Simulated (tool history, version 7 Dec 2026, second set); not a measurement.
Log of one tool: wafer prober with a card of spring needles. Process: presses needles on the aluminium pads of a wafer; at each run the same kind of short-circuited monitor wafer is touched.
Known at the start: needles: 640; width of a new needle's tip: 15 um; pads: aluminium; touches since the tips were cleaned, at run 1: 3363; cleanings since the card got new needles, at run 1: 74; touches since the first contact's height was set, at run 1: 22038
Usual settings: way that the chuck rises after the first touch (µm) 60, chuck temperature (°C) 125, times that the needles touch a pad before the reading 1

run   hour  way that the chuck rises after the first touch (µm)  chuck temperature (°C)  times that the needles touch a pad before the reading  touches since the tips were cleaned  cleanings since the card got new needles  touches since the first contact's height was set  resistance of one needle with its contact and lead (mohm)  way that a needle slides on the pad (µm)
  1      0                                                   60                     125                                                      1                                 3363                                        74                                             22038                                                        192                                      9.66
      10.2  -- tips cleaned on abrasive film
  2   17.8                                                   61                     125                                                      1                                 4318                                        75                                             32102                                                        192                                      9.82
      23.6  -- tips cleaned on abrasive film
  3   36.2                                                   61                      67                                                      1                                 7173                                        76                                             42519                                                        183                                       9.8
      38.5  -- tips cleaned on abrasive film
      52.7  -- tips cleaned on abrasive film
  4   58.5                                                   60                     123                                                      1                                 3326                                        78                                             55107                                                        190                                      9.66
      68.1  -- tips cleaned on abrasive film
      81.8  -- tips cleaned on abrasive film
  5   86.7                                                   60                     125                                                      2                                 2794                                        80                                             70993                                                        191                                      9.65
      97.1  -- tips cleaned on abrasive film
     110.6  -- tips cleaned on abrasive film
  6  120.4                                                   60                     125                                                      2                                 5570                                        82                                             90050                                                        193                                      9.64
     125.5  -- tips cleaned on abrasive film
     139.3  -- tips cleaned on abrasive film
  7  148.9                                                   60                      93                                                      2                                 5460                                        84                                            106190                                                        185                                      9.61
     153.1  -- tips cleaned on abrasive film
     168.7  -- tips cleaned on abrasive film
  8  175.4                                                   60                     125                                                      1                                 3859                                        86                                            121156                                                        193                                      9.62
     183.4  -- tips cleaned on abrasive film
     197.2  -- tips cleaned on abrasive film
  9  205.3                                                   68                      26                                                      1                                 4598                                        88                                            138022                                                        174                                     10.87
     210.6  -- height of the first contact set anew
       214  -- tips cleaned on abrasive film
     228.2  -- tips cleaned on abrasive film
 10  240.9                                                   51                     125                                                      2                                 7227                                        90                                             17120                                                        196                                      8.15
     243.8  -- tips cleaned on abrasive film
     258.5  -- tips cleaned on abrasive film
     272.9  -- tips cleaned on abrasive film
 11  279.8                                                   47                      91                                                      2                                 3911                                        93                                             39065                                                        192                                      7.52
     288.7  -- tips cleaned on abrasive film
 12  298.6                                                   77                      50                                                      2                                 5613                                        94                                             49683                                                        175                                     12.28
       302  -- tips cleaned on abrasive film
     316.5  -- tips cleaned on abrasive film
     332.3  -- tips cleaned on abrasive film
 13  332.3                                                   49                      64                                                      1                                    0                                        97                                             68687                                                        181                                       7.8
     346.1  -- tips cleaned on abrasive film
 14    358                                                   55                      49                                                      1                                 6803                                        98                                             83263                                                        180                                      8.75
     361.4  -- tips cleaned on abrasive film
     375.8  -- tips cleaned on abrasive film
 15  378.7                                                   44                      40                                                      3                                 1685                                       100                                             94924                                                        179                                      7.02
     389.5  -- tips cleaned on abrasive film
       404  -- tips cleaned on abrasive film
 16  413.5                                                   52                      99                                                      3                                 5407                                       102                                            114622                                                        189                                      8.25

Some steps in way that a needle slides on the pad (µm) between neighbouring runs. How much of each would the tool show without its hidden state too (settings, what came in, random variation), and how much is left for the hidden state, with any gauge scatter that isn't in both results?
The hidden state here: debris on the tips, nm; way that the needles fall short of the set height, um; tips' diameter, um; drift of the gauge itself on contact_mohm, %; drift of the gauge itself on scrub_um, %.
Run 11 -> 12: way that the chuck rises after the first touch (µm) 47 -> 77, chuck temperature (°C) 91 -> 50, tips cleaned on abrasive film. way that a needle slides on the pad (µm) +4.76: hidden state -0.06, all else +4.82.
